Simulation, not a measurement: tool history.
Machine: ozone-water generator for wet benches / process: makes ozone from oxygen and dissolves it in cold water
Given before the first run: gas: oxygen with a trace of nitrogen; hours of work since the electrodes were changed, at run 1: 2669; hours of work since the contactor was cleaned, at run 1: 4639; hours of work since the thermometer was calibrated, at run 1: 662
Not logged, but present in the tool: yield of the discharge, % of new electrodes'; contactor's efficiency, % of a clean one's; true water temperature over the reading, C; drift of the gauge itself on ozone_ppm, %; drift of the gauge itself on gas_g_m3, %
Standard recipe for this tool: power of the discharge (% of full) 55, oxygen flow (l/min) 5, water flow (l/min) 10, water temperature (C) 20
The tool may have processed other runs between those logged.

| run | hour | power of the discharge (% of full) | oxygen flow (l/min) | water flow (l/min) | water temperature (C) | hours of work since the electrodes were changed | hours of work since the contactor was cleaned | hours of work since the thermometer was calibrated | dissolved ozone (ppm) | ozone in the gas ahead of the water (g/m3) |
|---|---|---|---|---|---|---|---|---|---|---|
| 1 | 0 | 55 | 5 | 10 | 20 | 2669 | 4639 | 662 | 24.3 | 157.4 |
| 2 | 95.1 | 55 | 5 | 10 | 20 | 2736 | 4706 | 729 | 24.2 | 158.7 |
| 3 | 203.5 | 55 | 2.64 | 10 | 20 | 2813 | 4783 | 806 | 23.4 | 203.1 |
| 4 | 329.1 | 55 | 5 | 10 | 20 | 2902 | 4872 | 895 | 24.4 | 158.8 |
| 5 | 477.7 | 55 | 5 | 10 | 20 | 3008 | 4978 | 1001 | 24.2 | 159.2 |
| 6 | 543.9 | 55 | 5 | 10 | 20 | 3055 | 5025 | 1048 | 24.1 | 158.2 |
| 7 | 614.1 | 92 | 5 | 10 | 20 | 3104 | 5075 | 1097 | 34.5 | 225.3 |
| 8 | 701.7 | 92 | 5 | 10 | 20 | 3167 | 5137 | 1160 | 35 | 227.4 |
| 9 | 837.8 | 55 | 5 | 10 | 20 | 3263 | 5233 | 1256 | 24.3 | 160.3 |
| 10 | 981.8 | 55 | 5 | 10 | 20 | 3365 | 5335 | 1358 | 24.2 | 158.4 |
| 11 | 1084.8 | 55 | 5 | 10 | 20 | 3438 | 5409 | 1431 | 24.4 | 158.6 |
| 12 | 1227 | 55 | 5 | 10 | 20 | 3539 | 5509 | 1532 | 24.3 | 159.9 |
| 13 | 1362 | 55 | 5 | 10 | 20 | 3635 | 5605 | 1628 | 24.3 | 159.4 |
| 14 | 1481 | 55 | 5 | 10 | 20 | 3719 | 5690 | 1712 | 24.3 | 158.3 |
| 15 | 1567 | 55 | 5 | 10 | 27 | 3781 | 5751 | 1774 | 20.8 | 159.9 |
| 16 | 1696.2 | 55 | 5 | 8 | 20 | 3872 | 5842 | 1865 | 27.3 | 157.2 |
| 17 | 1823.1 | 55 | 5 | 8 | 19 | 3962 | 5932 | 1955 | 28.4 | 156.6 |
| 18 | 1933.8 | 93 | 5 | 9 | 16 | 4041 | 6011 | 2034 | 40.1 | 228.2 |
| 19 | 2062.2 | 92 | 5.09 | 15 | 25 | 4132 | 6102 | 2125 | 23.7 | 227 |
| 20 | 2136.2 | 92 | 5.09 | 15 | 25 | 4184 | 6155 | 2177 | 23.9 | 225.2 |
| 21 | 2222.7 | 78 | 5 | 8 | 13 | 4246 | 6216 | 2239 | 40.4 | 205 |
| 22 | 2341.3 | 78 | 5 | 8 | 13 | 4330 | 6300 | 2323 | 40.8 | 202.8 |
| 23 | 2450.2 | 40 | 4.63 | 6 | 15 | 4407 | 6377 | 2400 | 28.4 | 131.5 |
| 24 | 2574.1 | 40 | 4.63 | 6 | 15 | 4495 | 6465 | 2488 | 28.7 | 131.5 |
| 25 | 2687.3 | 40 | 4.63 | 6 | 15 | 4575 | 6545 | 2568 | 28.7 | 131.1 |
| 26 | 2816.5 | 40 | 2.95 | 10 | 15 | 4667 | 6637 | 2660 | 20.4 | 155.8 |
| 27 | 2966.3 | 55 | 5 | 7 | 20 | 4773 | 6743 | 2766 | 29.7 | 159.2 |
|  | 3062.6 | contactor cleaned |
| 28 | 3097.9 | 55 | 5 | 7 | 20 | 4864 | 25 | 2857 | 29.6 | 159.5 |
| 29 | 3188.2 | 53 | 5 | 7 | 14 | 4928 | 89 | 2921 | 33 | 154.1 |
| 30 | 3311.7 | 55 | 5 | 6 | 13 | 5016 | 177 | 3009 | 37.2 | 157.2 |
| 31 | 3457.4 | 89 | 5 | 8 | 13 | 5119 | 280 | 3112 | 44.4 | 223.5 |

Take each entry between the runs: how does the hidden state at the last listed run before it differ from the hidden state at the first listed run after it?
Runs 27 to 28: contactor cleaned (hour 3062.6)
  contactor's efficiency, % of a clean one's: 99.9 -> 100

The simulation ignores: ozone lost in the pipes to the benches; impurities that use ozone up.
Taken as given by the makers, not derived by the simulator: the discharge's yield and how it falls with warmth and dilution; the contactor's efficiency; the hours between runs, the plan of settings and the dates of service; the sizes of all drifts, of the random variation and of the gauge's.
